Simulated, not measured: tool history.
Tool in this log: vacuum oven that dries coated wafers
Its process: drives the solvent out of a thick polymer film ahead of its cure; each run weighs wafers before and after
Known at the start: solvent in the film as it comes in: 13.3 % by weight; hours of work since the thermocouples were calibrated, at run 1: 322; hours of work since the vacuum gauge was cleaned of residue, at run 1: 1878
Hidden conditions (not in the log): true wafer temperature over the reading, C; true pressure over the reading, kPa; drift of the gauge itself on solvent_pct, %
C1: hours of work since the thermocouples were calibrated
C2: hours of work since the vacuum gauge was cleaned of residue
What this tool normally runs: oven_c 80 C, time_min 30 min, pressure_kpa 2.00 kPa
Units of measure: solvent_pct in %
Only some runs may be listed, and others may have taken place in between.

{"run": 1, "hour": 0.0, "oven_c": 80, "time_min": 30, "pressure_kpa": 2.0, "C1": 322, "C2": 1878, "solvent_pct": 4.66}
{"run": 2, "hour": 81.8, "oven_c": 80, "time_min": 30, "pressure_kpa": 2.0, "C1": 386, "C2": 1942, "solvent_pct": 4.69}
{"run": 3, "hour": 116.4, "oven_c": 80, "time_min": 30, "pressure_kpa": 2.0, "C1": 413, "C2": 1970, "solvent_pct": 4.73}
{"run": 4, "hour": 153.8, "oven_c": 80, "time_min": 30, "pressure_kpa": 2.0, "C1": 443, "C2": 1999, "solvent_pct": 4.68}
{"run": 5, "hour": 225.5, "oven_c": 80, "time_min": 30, "pressure_kpa": 5.6, "C1": 499, "C2": 2055, "solvent_pct": 7.19}
{"run": 6, "hour": 279.4, "oven_c": 80, "time_min": 30, "pressure_kpa": 2.53, "C1": 541, "C2": 2098, "solvent_pct": 5.03}
{"run": 7, "hour": 333.2, "oven_c": 80, "time_min": 30, "pressure_kpa": 2.53, "C1": 584, "C2": 2140, "solvent_pct": 5.09}
{"run": 8, "hour": 395.4, "oven_c": 80, "time_min": 30, "pressure_kpa": 2.89, "C1": 632, "C2": 2189, "solvent_pct": 5.2}
{"hour": 431.6, "done": "oven's thermocouples calibrated"}
{"run": 9, "hour": 437.0, "oven_c": 80, "time_min": 30, "pressure_kpa": 2.89, "C1": 4, "C2": 2220, "solvent_pct": 5.43}
{"run": 10, "hour": 484.1, "oven_c": 80, "time_min": 30, "pressure_kpa": 1.43, "C1": 41, "C2": 2257, "solvent_pct": 4.45}
{"run": 11, "hour": 562.5, "oven_c": 80, "time_min": 30, "pressure_kpa": 1.43, "C1": 103, "C2": 2318, "solvent_pct": 4.47}
{"run": 12, "hour": 611.2, "oven_c": 80, "time_min": 30, "pressure_kpa": 1.43, "C1": 141, "C2": 2357, "solvent_pct": 4.45}
{"run": 13, "hour": 654.6, "oven_c": 80, "time_min": 30, "pressure_kpa": 1.43, "C1": 175, "C2": 2391, "solvent_pct": 4.44}
{"run": 14, "hour": 732.2, "oven_c": 80, "time_min": 30, "pressure_kpa": 2.0, "C1": 236, "C2": 2452, "solvent_pct": 4.77}
{"run": 15, "hour": 776.0, "oven_c": 80, "time_min": 30, "pressure_kpa": 2.0, "C1": 270, "C2": 2486, "solvent_pct": 4.93}
{"run": 16, "hour": 823.9, "oven_c": 79, "time_min": 48, "pressure_kpa": 5.4, "C1": 308, "C2": 2524, "solvent_pct": 6.56}
{"run": 17, "hour": 865.9, "oven_c": 80, "time_min": 30, "pressure_kpa": 1.95, "C1": 341, "C2": 2557, "solvent_pct": 4.93}
{"run": 18, "hour": 918.0, "oven_c": 72, "time_min": 29, "pressure_kpa": 2.97, "C1": 382, "C2": 2598, "solvent_pct": 7.55}
{"hour": 926.8, "done": "oven's thermocouples calibrated, once more"}
{"run": 19, "hour": 1002.4, "oven_c": 72, "time_min": 29, "pressure_kpa": 2.97, "C1": 59, "C2": 2662, "solvent_pct": 7.28}
{"hour": 1032.4, "done": "vacuum gauge cleaned of residue and calibrated"}
{"run": 20, "hour": 1043.6, "oven_c": 91, "time_min": 29, "pressure_kpa": 2.83, "C1": 91, "C2": 9, "solvent_pct": 2.9}
{"run": 21, "hour": 1101.6, "oven_c": 91, "time_min": 42, "pressure_kpa": 2.83, "C1": 136, "C2": 54, "solvent_pct": 2.07}
{"run": 22, "hour": 1181.1, "oven_c": 71, "time_min": 18, "pressure_kpa": 2.83, "C1": 199, "C2": 117, "solvent_pct": 8.37}
{"run": 23, "hour": 1252.5, "oven_c": 71, "time_min": 18, "pressure_kpa": 2.83, "C1": 255, "C2": 173, "solvent_pct": 8.48}
{"run": 24, "hour": 1316.4, "oven_c": 71, "time_min": 43, "pressure_kpa": 2.83, "C1": 305, "C2": 223, "solvent_pct": 5.86}
{"run": 25, "hour": 1357.4, "oven_c": 71, "time_min": 27, "pressure_kpa": 2.0, "C1": 337, "C2": 255, "solvent_pct": 6.44}
{"run": 26, "hour": 1416.1, "oven_c": 71, "time_min": 27, "pressure_kpa": 2.0, "C1": 383, "C2": 301, "solvent_pct": 6.57}
{"run": 27, "hour": 1475.8, "oven_c": 70, "time_min": 25, "pressure_kpa": 5.24, "C1": 430, "C2": 348, "solvent_pct": 9.68}
{"run": 28, "hour": 1538.9, "oven_c": 73, "time_min": 43, "pressure_kpa": 2.49, "C1": 480, "C2": 398, "solvent_pct": 5.19}
{"run": 29, "hour": 1598.9, "oven_c": 73, "time_min": 43, "pressure_kpa": 2.49, "C1": 527, "C2": 445, "solvent_pct": 5.39}
{"run": 30, "hour": 1635.1, "oven_c": 73, "time_min": 43, "pressure_kpa": 2.49, "C1": 555, "C2": 473, "solvent_pct": 5.14}

Forecast each of these 4 alternatives for the next run:
{"run": "A", "hour": 1677.6, "oven_c": 90, "time_min": 49, "pressure_kpa": 1.82, "C1": 588, "C2": 507, "solvent_pct": "?"}
{"run": "B", "hour": 1677.6, "oven_c": 95, "time_min": 38, "pressure_kpa": 1.34, "C1": 588, "C2": 507, "solvent_pct": "?"}
{"run": "C", "hour": 1677.6, "oven_c": 75, "time_min": 30, "pressure_kpa": 2.95, "C1": 588, "C2": 507, "solvent_pct": "?"}
{"run": "D", "hour": 1677.6, "oven_c": 80, "time_min": 30, "pressure_kpa": 1.58, "C1": 588, "C2": 507, "solvent_pct": "?"}

run=A solvent_pct=1.48
run=B solvent_pct=1.20
run=C solvent_pct=6.21
run=D solvent_pct=4.16
The same runs, with their run-to-run variation unchanged, on a tool lacking any hidden condition would have given:
run=A solvent_pct=1.39
run=B solvent_pct=1.12
run=C solvent_pct=6.05
run=D solvent_pct=4.02

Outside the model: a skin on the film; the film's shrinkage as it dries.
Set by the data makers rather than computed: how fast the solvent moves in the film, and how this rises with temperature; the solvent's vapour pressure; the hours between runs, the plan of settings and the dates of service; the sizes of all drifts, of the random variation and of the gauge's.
